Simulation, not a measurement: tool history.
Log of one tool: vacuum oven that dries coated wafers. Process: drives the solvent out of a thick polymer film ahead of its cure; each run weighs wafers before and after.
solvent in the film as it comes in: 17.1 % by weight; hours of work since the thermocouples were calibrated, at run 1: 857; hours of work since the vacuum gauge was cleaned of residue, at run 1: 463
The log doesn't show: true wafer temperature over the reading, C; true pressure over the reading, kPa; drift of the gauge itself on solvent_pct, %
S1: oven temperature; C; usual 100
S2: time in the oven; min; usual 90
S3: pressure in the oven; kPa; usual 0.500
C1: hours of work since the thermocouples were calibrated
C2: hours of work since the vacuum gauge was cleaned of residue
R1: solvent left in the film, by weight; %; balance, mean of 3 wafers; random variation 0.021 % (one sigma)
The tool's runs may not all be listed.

run     day   S1   S2     S3    C1   C2    R1
  1   0.000  100   90  0.500   857  463  2.20
  2   0.883  100   90  0.500   866  472  2.18
  3   1.392  100   90  0.500   872  477  2.24
  4   2.238  100   90  0.500   880  486  2.22
  5   2.775  114   90  0.500   886  491  0.46
  6   3.425  114   90  0.500   893  498  0.44
  7   4.471  100   90  0.500   903  509  2.19
  8   5.283  100   90  0.500   912  517  2.16
  9   6.304  100   90  0.259   922  528  2.04
 10   7.317  100   90  0.521   933  538  2.20
 11   8.083  100   90  0.521   941  546  2.20
 12   8.788  102   70  1.594   948  553  3.22
 13   9.779  113  150  0.919   958  564  0.42
 14  10.900   88  105  0.343   970  575  4.45
 15  11.567  107  159  0.861   977  582  0.53
 16  12.592  107  159  0.861   987  593  0.57
 17  13.604  115   90  0.618   998  603  0.42
 18  14.154   93  106  1.984  1003  609  4.09
 19  15.129  113  140  0.475  1014  619  0.27
 20  15.921  113  140  1.116  1022  627  0.49
 21  16.671   88   90  0.257  1029  635  5.14
 22  17.750   88   90  0.257  1041  646  5.11

Forecast each of these 5 alternatives for the next run:
  A  18.425   88   56  1.000  1048  653   ?
  B  18.425   87   90  0.760  1048  653   ?
  C  18.425  109  147  1.567  1048  653   ?
  D  18.425   88   90  1.495  1048  653   ?
  E  18.425   88  100  0.257  1048  653   ?

run    R1
  A  7.84
  B  5.72
  C  0.84
  D  5.98
  E  4.60
Without the tool's hidden state the same runs would have given:
run    R1
  A  8.27
  B  6.17
  C  0.85
  D  6.45
  E  5.04

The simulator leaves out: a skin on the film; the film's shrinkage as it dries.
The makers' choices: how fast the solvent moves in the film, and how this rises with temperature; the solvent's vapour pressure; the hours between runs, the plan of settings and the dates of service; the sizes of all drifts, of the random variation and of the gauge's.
